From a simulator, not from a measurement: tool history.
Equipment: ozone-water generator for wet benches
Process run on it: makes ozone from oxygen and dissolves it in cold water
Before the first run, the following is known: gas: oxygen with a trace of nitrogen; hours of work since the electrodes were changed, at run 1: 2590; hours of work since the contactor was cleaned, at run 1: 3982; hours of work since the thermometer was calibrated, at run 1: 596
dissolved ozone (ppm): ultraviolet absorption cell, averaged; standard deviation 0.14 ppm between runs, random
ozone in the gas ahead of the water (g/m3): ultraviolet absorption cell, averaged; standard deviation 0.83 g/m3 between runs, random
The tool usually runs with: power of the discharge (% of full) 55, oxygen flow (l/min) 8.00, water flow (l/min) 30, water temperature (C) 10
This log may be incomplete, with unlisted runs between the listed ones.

run	hour	power of the discharge (% of full)	oxygen flow (l/min)	water flow (l/min)	water temperature (C)	hours of work since the electrodes were changed	hours of work since the contactor was cleaned	hours of work since the thermometer was calibrated	dissolved ozone (ppm)	ozone in the gas ahead of the water (g/m3)
1	0.0	55	8.00	30	10	2590	3982	596	15.3	126.8
2	60.6	55	8.00	30	10	2643	4035	650	15.1	128.5
3	169.7	55	8.00	22	10	2740	4132	746	19.5	127.7
4	225.8	55	8.00	22	10	2789	4181	795	19.0	129.2
5	309.7	55	8.00	22	10	2863	4255	870	19.6	128.4
6	402.0	55	8.00	22	10	2945	4337	951	19.4	128.8
7	525.5	51	8.00	22	10	3054	4446	1060	17.8	120.9
8	660.9	55	13.48	30	10	3173	4565	1180	14.3	93.1
9	794.2	55	13.48	30	10	3291	4683	1297	14.4	93.5
10	887.1	55	8.00	30	10	3373	4765	1379	14.8	126.4
11	1005.6	55	8.00	30	10	3478	4870	1484	14.8	127.0
12	1127.8	55	8.00	30	10	3586	4978	1592	14.7	126.7
13	1232.1	55	7.23	30	10	3678	5070	1684	14.7	135.8
14	1339.1	55	7.23	30	10	3772	5164	1778	14.8	134.4
15	1465.2	86	8.00	24	9	3883	5275	1889	26.3	183.5
16	1535.1	55	9.86	30	10	3945	5337	1951	14.8	111.0
17	1669.6	55	9.86	30	10	4064	5456	2070	14.6	110.2
18	1765.6	55	11.75	30	7	4149	5540	2155	15.0	98.8
19	1849.8	55	11.75	30	7	4223	5615	2229	14.8	98.8

Branching from run 19: 4 alternative next runs. What would each branch give?
A	1955.8	55	5.67	30	10	4316	5708	2322	?	?
B	1955.8	55	11.75	30	7	4316	5708	2322	?	?
C	1955.8	55	6.93	30	6	4316	5708	2322	?	?
D	1955.8	55	11.75	21	7	4316	5708	2322	?	?

run	dissolved ozone (ppm)	ozone in the gas ahead of the water (g/m3)
A	14.5	154.8
B	15.1	99.2
C	15.4	136.6
D	19.5	98.9
Without the tool's hidden state the same runs would have given:
run	dissolved ozone (ppm)	ozone in the gas ahead of the water (g/m3)
A	16.0	164.9
B	16.7	105.7
C	17.0	145.5
D	21.4	105.3
